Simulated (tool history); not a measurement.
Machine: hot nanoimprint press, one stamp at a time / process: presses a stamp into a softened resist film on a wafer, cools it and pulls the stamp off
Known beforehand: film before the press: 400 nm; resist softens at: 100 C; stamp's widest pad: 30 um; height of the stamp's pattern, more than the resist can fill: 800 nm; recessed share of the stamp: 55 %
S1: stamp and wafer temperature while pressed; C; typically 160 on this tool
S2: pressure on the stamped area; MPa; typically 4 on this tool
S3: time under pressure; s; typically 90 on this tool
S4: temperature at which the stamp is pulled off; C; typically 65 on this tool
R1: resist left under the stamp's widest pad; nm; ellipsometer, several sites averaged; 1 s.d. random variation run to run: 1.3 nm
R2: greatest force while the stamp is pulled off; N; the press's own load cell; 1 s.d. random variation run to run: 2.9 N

run,hour,S1,S2,S3,S4,R1,R2
1,0,160,4,90,65,207,139
2,7.9,160,4,90,65,208.1,136
3,16.7,160,4,90,65,206.9,132
4,22.9,160,4,90,65,208.4,141
5,28.2,160,4,90,65,209.3,132
6,34.2,160,4,90,65,209,139
7,38.1,160,4,90,65,209.2,136
8,44.5,160,4,90,54,207.2,164
9,49,160,4,90,54,208.7,160
10,54.5,160,4,90,53,209.1,161
11,59.8,160,4,90,53,208.7,162
12,66.5,160,4,90,53,207.4,163
13,72.9,160,4,90,53,208.8,166
14,76.8,160,4,90,65,206.4,131
15,80.6,160,4,90,65,207.1,135
16,87.6,160,4,90,65,205.4,139
17,92.9,160,4,51,65,251.6,142
18,100.6,160,2.91,140,65,201,140
19,104.6,160,3.4,90,58,220.2,148
20,109.8,160,3.4,90,58,222.7,155
21,117,160,4,77,61,219.1,145
22,123.9,152,4,84,72,313.6,120
23,132.7,152,4,84,72,312.6,121
24,139.6,162,5.02,61,68,195.9,133
25,144.7,162,5.02,61,68,193.8,132
26,153.8,158,4,90,63,232.5,136
27,159.2,160,4,90,68,208.2,132
28,168.2,160,4,90,68,208.7,135

What will run 29 give?
29,176.6,160,4,90,68,?,?

{"run 29": {"R1": 208, "R2": 133}}
Take away the tool's hidden state, keep the run-to-run variation as it was, and the same run would have given R1 208.6 nm, R2 132 N.
